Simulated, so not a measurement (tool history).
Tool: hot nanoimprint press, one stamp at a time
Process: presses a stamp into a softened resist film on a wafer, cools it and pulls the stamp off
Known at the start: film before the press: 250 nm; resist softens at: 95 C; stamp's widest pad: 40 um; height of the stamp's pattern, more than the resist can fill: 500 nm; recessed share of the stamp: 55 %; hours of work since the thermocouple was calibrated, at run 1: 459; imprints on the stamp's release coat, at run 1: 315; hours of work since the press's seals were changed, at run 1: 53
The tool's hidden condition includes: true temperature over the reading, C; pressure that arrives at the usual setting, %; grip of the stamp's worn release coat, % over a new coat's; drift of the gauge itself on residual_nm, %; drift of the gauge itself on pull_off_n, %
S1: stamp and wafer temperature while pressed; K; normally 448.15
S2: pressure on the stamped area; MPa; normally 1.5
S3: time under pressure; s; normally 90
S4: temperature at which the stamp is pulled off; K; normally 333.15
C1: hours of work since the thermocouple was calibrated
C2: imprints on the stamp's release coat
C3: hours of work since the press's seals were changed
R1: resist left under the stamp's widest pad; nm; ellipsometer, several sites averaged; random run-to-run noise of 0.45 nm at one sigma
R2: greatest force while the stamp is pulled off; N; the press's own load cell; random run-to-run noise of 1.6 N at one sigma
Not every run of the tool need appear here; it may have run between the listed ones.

{"run": 1, "hour": 0.0, "S1": 448.15, "S2": 1.5, "S3": 90, "S4": 333.15, "C1": 459, "C2": 315, "C3": 53, "R1": 132.3, "R2": 166}
{"run": 2, "hour": 5.9, "S1": 448.15, "S2": 1.5, "S3": 90, "S4": 333.15, "C1": 463, "C2": 333, "C3": 57, "R1": 132.2, "R2": 167}
{"run": 3, "hour": 12.2, "S1": 455.15, "S2": 1.5, "S3": 90, "S4": 333.15, "C1": 467, "C2": 353, "C3": 61, "R1": 106.7, "R2": 167}
{"run": 4, "hour": 20.0, "S1": 455.15, "S2": 1.5, "S3": 90, "S4": 333.15, "C1": 472, "C2": 376, "C3": 66, "R1": 106.1, "R2": 167}
{"run": 5, "hour": 27.9, "S1": 455.15, "S2": 1.5, "S3": 90, "S4": 333.15, "C1": 477, "C2": 401, "C3": 71, "R1": 107, "R2": 170}
{"run": 6, "hour": 33.5, "S1": 448.15, "S2": 1.5, "S3": 90, "S4": 333.15, "C1": 480, "C2": 418, "C3": 74, "R1": 132.5, "R2": 171}
{"run": 7, "hour": 41.0, "S1": 448.15, "S2": 1.5, "S3": 90, "S4": 333.15, "C1": 485, "C2": 441, "C3": 79, "R1": 132.2, "R2": 169}
{"run": 8, "hour": 47.4, "S1": 448.15, "S2": 1.5, "S3": 47, "S4": 333.15, "C1": 489, "C2": 461, "C3": 83, "R1": 162.7, "R2": 172}
{"run": 9, "hour": 52.1, "S1": 448.15, "S2": 1.5, "S3": 90, "S4": 333.15, "C1": 491, "C2": 476, "C3": 86, "R1": 132, "R2": 172}
{"run": 10, "hour": 57.2, "S1": 448.15, "S2": 1.5, "S3": 90, "S4": 333.15, "C1": 495, "C2": 491, "C3": 89, "R1": 132.2, "R2": 169}
{"hour": 70.1, "done": "stamp cleaned and given a new release coat"}
{"run": 11, "hour": 72.1, "S1": 448.15, "S2": 1.5, "S3": 90, "S4": 333.15, "C1": 500, "C2": 6, "C3": 94, "R1": 132.7, "R2": 158}
{"run": 12, "hour": 77.9, "S1": 448.15, "S2": 1.5, "S3": 90, "S4": 333.15, "C1": 504, "C2": 24, "C3": 98, "R1": 132.3, "R2": 160}
{"hour": 81.5, "done": "plate thermocouple calibrated"}
{"run": 13, "hour": 90.1, "S1": 448.15, "S2": 1.5, "S3": 90, "S4": 333.15, "C1": 5, "C2": 52, "C3": 103, "R1": 128.8, "R2": 157}
{"hour": 101.1, "done": "plate thermocouple calibrated, once more"}
{"run": 14, "hour": 104.0, "S1": 448.15, "S2": 1.5, "S3": 90, "S4": 323.15, "C1": 2, "C2": 86, "C3": 110, "R1": 137.2, "R2": 170}
{"run": 15, "hour": 113.8, "S1": 448.15, "S2": 1.5, "S3": 90, "S4": 332.15, "C1": 8, "C2": 116, "C3": 116, "R1": 137.7, "R2": 163}
{"run": 16, "hour": 122.0, "S1": 459.15, "S2": 2.06, "S3": 77, "S4": 339.15, "C1": 13, "C2": 142, "C3": 121, "R1": 90.9, "R2": 156}
{"run": 17, "hour": 129.1, "S1": 459.15, "S2": 2.06, "S3": 77, "S4": 339.15, "C1": 17, "C2": 164, "C3": 126, "R1": 90.4, "R2": 159}
{"run": 18, "hour": 138.3, "S1": 450.15, "S2": 0.9, "S3": 143, "S4": 339.15, "C1": 23, "C2": 192, "C3": 131, "R1": 133.1, "R2": 159}
{"run": 19, "hour": 147.8, "S1": 450.15, "S2": 0.98, "S3": 80, "S4": 339.15, "C1": 29, "C2": 222, "C3": 137, "R1": 156.4, "R2": 159}
{"run": 20, "hour": 158.1, "S1": 454.15, "S2": 1.36, "S3": 80, "S4": 321.15, "C1": 35, "C2": 253, "C3": 143, "R1": 123.7, "R2": 176}
{"run": 21, "hour": 163.2, "S1": 451.15, "S2": 2.21, "S3": 124, "S4": 333.15, "C1": 38, "C2": 269, "C3": 147, "R1": 94.2, "R2": 167}
{"run": 22, "hour": 174.1, "S1": 448.15, "S2": 1.6, "S3": 90, "S4": 333.15, "C1": 45, "C2": 303, "C3": 153, "R1": 133.4, "R2": 170}
{"run": 23, "hour": 181.1, "S1": 442.15, "S2": 1.91, "S3": 90, "S4": 330.15, "C1": 49, "C2": 324, "C3": 158, "R1": 150.8, "R2": 170}
{"run": 24, "hour": 190.0, "S1": 442.15, "S2": 1.91, "S3": 90, "S4": 330.15, "C1": 55, "C2": 352, "C3": 163, "R1": 150, "R2": 168}
{"run": 25, "hour": 194.9, "S1": 442.15, "S2": 1.91, "S3": 90, "S4": 330.15, "C1": 58, "C2": 367, "C3": 166, "R1": 150.4, "R2": 172}
{"run": 26, "hour": 202.3, "S1": 442.15, "S2": 1.91, "S3": 90, "S4": 330.15, "C1": 62, "C2": 390, "C3": 171, "R1": 150.1, "R2": 170}
{"run": 27, "hour": 212.8, "S1": 448.15, "S2": 2.03, "S3": 90, "S4": 333.15, "C1": 69, "C2": 422, "C3": 177, "R1": 122.2, "R2": 172}
{"run": 28, "hour": 219.1, "S1": 458.15, "S2": 1.44, "S3": 53, "S4": 333.15, "C1": 73, "C2": 442, "C3": 181, "R1": 125.9, "R2": 170}
{"run": 29, "hour": 228.6, "S1": 458.15, "S2": 1.44, "S3": 53, "S4": 333.15, "C1": 79, "C2": 471, "C3": 187, "R1": 126.3, "R2": 174}
{"run": 30, "hour": 234.9, "S1": 458.15, "S2": 1.44, "S3": 53, "S4": 333.15, "C1": 82, "C2": 491, "C3": 191, "R1": 126.6, "R2": 171}

4 ways to go on from here, each from the tool as it stands after run 30. What would each give?
{"run": "A", "hour": 241.6, "S1": 458.15, "S2": 1.29, "S3": 53, "S4": 333.15, "C1": 86, "C2": 511, "C3": 195, "R1": "?", "R2": "?"}
{"run": "B", "hour": 241.6, "S1": 458.15, "S2": 1.19, "S3": 57, "S4": 333.15, "C1": 86, "C2": 511, "C3": 195, "R1": "?", "R2": "?"}
{"run": "C", "hour": 241.6, "S1": 443.15, "S2": 1.44, "S3": 92, "S4": 323.15, "C1": 86, "C2": 511, "C3": 195, "R1": "?", "R2": "?"}
{"run": "D", "hour": 241.6, "S1": 443.15, "S2": 1.5, "S3": 163, "S4": 333.15, "C1": 86, "C2": 511, "C3": 195, "R1": "?", "R2": "?"}

run=A R1=131.1 R2=171
run=B R1=131.6 R2=172
run=C R1=159 R2=181
run=D R1=129.9 R2=172
The same runs, with their run-to-run variation unchanged, on a tool lacking any hidden condition would have given:
run=A R1=131.5 R2=159
run=B R1=132.1 R2=160
run=C R1=159.6 R2=168
run=D R1=130.6 R2=160
